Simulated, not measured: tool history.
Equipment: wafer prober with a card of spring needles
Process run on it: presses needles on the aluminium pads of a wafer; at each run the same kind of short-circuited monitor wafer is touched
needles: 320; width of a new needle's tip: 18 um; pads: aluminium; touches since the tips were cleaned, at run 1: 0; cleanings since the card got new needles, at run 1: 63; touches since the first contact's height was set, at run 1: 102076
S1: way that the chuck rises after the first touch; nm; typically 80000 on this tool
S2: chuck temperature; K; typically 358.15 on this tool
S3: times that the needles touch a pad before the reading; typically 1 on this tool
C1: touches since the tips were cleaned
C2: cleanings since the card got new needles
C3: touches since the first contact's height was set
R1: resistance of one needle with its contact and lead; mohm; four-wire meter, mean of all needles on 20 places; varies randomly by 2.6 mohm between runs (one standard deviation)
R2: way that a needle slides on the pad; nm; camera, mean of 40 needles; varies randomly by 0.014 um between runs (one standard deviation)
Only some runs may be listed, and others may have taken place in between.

run	hour	S1	S2	S3	C1	C2	C3	R1	R2
1	0.0	80000	358.15	1	0	63	102076	320	21110
# hour 29.4: tips cleaned on abrasive film
2	33.0	80000	358.15	1	1152	64	112360	391	21090
# hour 56.5: tips cleaned on abrasive film
3	58.2	80000	358.15	1	552	65	120190	352	21090
# hour 83.9: tips cleaned on abrasive film
4	95.7	80000	358.15	1	3691	66	131846	477	21100
# hour 111.0: tips cleaned on abrasive film
# hour 139.9: tips cleaned on abrasive film
5	153.2	80000	358.15	1	4144	68	149729	484	21080
# hour 156.5: height of the first contact set anew
# hour 167.0: tips cleaned on abrasive film
6	192.6	80000	325.15	1	7977	69	11243	573	20970
# hour 196.1: tips cleaned on abrasive film
# hour 222.8: tips cleaned on abrasive film
7	243.6	80000	325.15	1	6489	71	27096	560	20930
# hour 252.7: tips cleaned on abrasive film
8	270.3	80000	325.15	1	5474	72	35395	526	20940
# hour 279.8: tips cleaned on abrasive film
# hour 307.0: tips cleaned on abrasive film
9	319.2	69000	325.15	1	3817	74	50618	573	17990
# hour 334.4: tips cleaned on abrasive film
# hour 361.7: tips cleaned on abrasive film
10	361.7	69000	325.15	1	0	76	63824	342	17990
11	387.6	67000	358.15	2	8072	76	71896	551	17440
# hour 390.2: tips cleaned on abrasive film
12	415.2	67000	358.15	2	7802	77	80490	535	17440
# hour 418.9: tips cleaned on abrasive film
# hour 449.5: tips cleaned on abrasive film
# hour 455.0: height of the first contact set anew, once more
13	458.4	80000	358.15	2	2692	79	1067	391	21280
# hour 476.1: tips cleaned on abrasive film
14	498.0	62000	366.15	2	6851	80	13414	561	16460
# hour 504.4: tips cleaned on abrasive film
15	524.6	62000	366.15	2	6312	81	21678	551	16470
# hour 534.9: tips cleaned on abrasive film
16	556.9	62000	366.15	2	6863	82	31722	567	16430

Below are 5 alternative next runs, each starting from the tool's condition after run 16. Predict each:
# hour 562.1: tips cleaned on abrasive film
# hour 591.6: tips cleaned on abrasive film
A	606.3	80000	317.15	3	4581	84	47090	?	?
# hour 562.1: tips cleaned on abrasive film
# hour 591.6: tips cleaned on abrasive film
B	606.3	80000	358.15	2	4581	84	47090	?	?
# hour 562.1: tips cleaned on abrasive film
# hour 591.6: tips cleaned on abrasive film
C	606.3	62000	358.15	2	4581	84	47090	?	?
# hour 562.1: tips cleaned on abrasive film
# hour 591.6: tips cleaned on abrasive film
D	606.3	75000	336.15	2	4581	84	47090	?	?
# hour 562.1: tips cleaned on abrasive film
# hour 591.6: tips cleaned on abrasive film
E	606.3	80000	317.15	1	4581	84	47090	?	?

run	R1	R2
A	366	21190
B	431	21220
C	516	16410
D	442	19870
E	510	21200
What these runs would have given with no unlogged condition in the tool:
run	R1	R2
A	282	21240
B	299	21270
C	306	16470
D	290	19930
E	281	21260
